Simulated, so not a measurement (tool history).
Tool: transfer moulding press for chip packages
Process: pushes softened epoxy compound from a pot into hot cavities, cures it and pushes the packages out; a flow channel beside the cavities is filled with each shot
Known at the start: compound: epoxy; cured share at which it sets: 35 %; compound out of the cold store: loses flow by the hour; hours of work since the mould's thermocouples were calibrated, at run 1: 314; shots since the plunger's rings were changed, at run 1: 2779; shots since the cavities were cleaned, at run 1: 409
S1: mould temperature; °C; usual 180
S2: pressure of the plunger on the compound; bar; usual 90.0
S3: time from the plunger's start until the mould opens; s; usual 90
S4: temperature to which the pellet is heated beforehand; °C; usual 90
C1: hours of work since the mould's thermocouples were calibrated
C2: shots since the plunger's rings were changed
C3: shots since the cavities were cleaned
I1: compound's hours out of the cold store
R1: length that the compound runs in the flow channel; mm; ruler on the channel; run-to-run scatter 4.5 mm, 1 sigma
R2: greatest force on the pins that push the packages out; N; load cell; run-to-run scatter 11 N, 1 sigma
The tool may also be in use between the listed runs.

run   hour   S1    S2   S3  S4   C1    C2   C3    I1   R1   R2
  1    0.0  180  90.0   90  90  314  2779  409  45.3  522  517
  2    7.3  180  90.0   90  90  318  2856  486  31.4  545  532
      10.3  -- cavities cleaned with cleaning compound and waxed
  3   19.1  176  90.0   90  90  324  2967   94  46.2  538  677
  4   28.6  180  68.8   90  90  329  3069  196  28.2  494  528
  5   42.4  180  68.8   90  90  337  3217  344  15.3  515  553
  6   49.7  180  68.8   90  90  341  3295  422  36.8  478  528
      58.7  -- cavities cleaned with cleaning compound and waxed
  7   59.7  180  75.3   90  90  346  3387   11  37.9  497  510
  8   71.5  180  75.3   90  90  352  3513  137  42.3  489  518
  9   86.9  180  75.3   90  90  361  3678  302   9.5  540  545
 10   95.6  180  90.0   90  90  366  3771  395   8.3  603  557
     107.3  -- cavities cleaned with cleaning compound and waxed
 11  108.5  180  90.0   90  90  372  3893   13  42.0  533  496
 12  122.4  180  90.0   90  90  380  4042  162  14.3  589  551
 13  135.4  180  90.0   90  90  387  4181  301  14.5  579  536
 14  150.3  180  90.0   90  90  395  4341  461  12.1  592  565
     156.1  -- cavities cleaned with cleaning compound and waxed
 15  163.3  177  90.0   90  93  402  4464   77  29.9  563  623
 16  174.9  177  90.0   90  98  408  4588  201  45.1  541  610
 17  188.8  177  90.0   90  98  416  4738  351  45.3  534  609
 18  195.1  177  90.0   90  84  419  4805  418  34.7  562  649
     204.3  -- cavities cleaned with cleaning compound and waxed
 19  206.4  177  90.0   90  84  425  4910   22  23.7  593  644
 20  218.2  177  78.3   90  84  431  5036  148  27.8  533  637
 21  229.6  177  78.3   90  84  438  5159  271  18.5  548  697
 22  243.0  177  78.3   90  84  445  5303  415  41.5  508  629
     252.8  -- cavities cleaned with cleaning compound and waxed
 23  254.1  177  78.3   90  84  451  5405   13  30.6  529  656
 24  269.1  180  90.0   99  95  459  5565  173  22.5  573  450
 25  279.0  180  90.0   99  95  465  5672  280  40.9  537  453
 26  286.7  180  90.0   70  99  469  5755  363   9.2  598  945
     301.0  -- cavities cleaned with cleaning compound and waxed
 27  302.0  180  68.8   90  95  477  5903   12  43.1  466  512
 28  315.1  186  86.1  125  85  484  6043  152  32.7  520  390

Some steps in R2, run to run, broken into two amounts with sign: the step expected even without the hidden condition (settings, incoming material, random variation), and the rest, left for the hidden condition together with whatever gauge scatter is not in both the measured and the hidden-condition-free result:
The tool's hidden condition here consists of: true mould temperature over the reading, C; pressure that reaches the compound, % of what is set; grip of the stained cavities, % over clean ones'; drift of the gauge itself on flow_mm, %; drift of the gauge itself on push_out_n, %.
Run 18 -> 19: cavities cleaned with cleaning compound and waxed. R2 -5 N: hidden state -9, all else +4.
Run 25 -> 26: S3 99 -> 70, S4 95 -> 99. R2 +492 N: hidden state +9, all else +483.
Run 26 -> 27: S2 90.0 -> 68.8, S3 70 -> 90, S4 99 -> 95, cavities cleaned with cleaning compound and waxed. R2 -433 N: hidden state -13, all else -420.
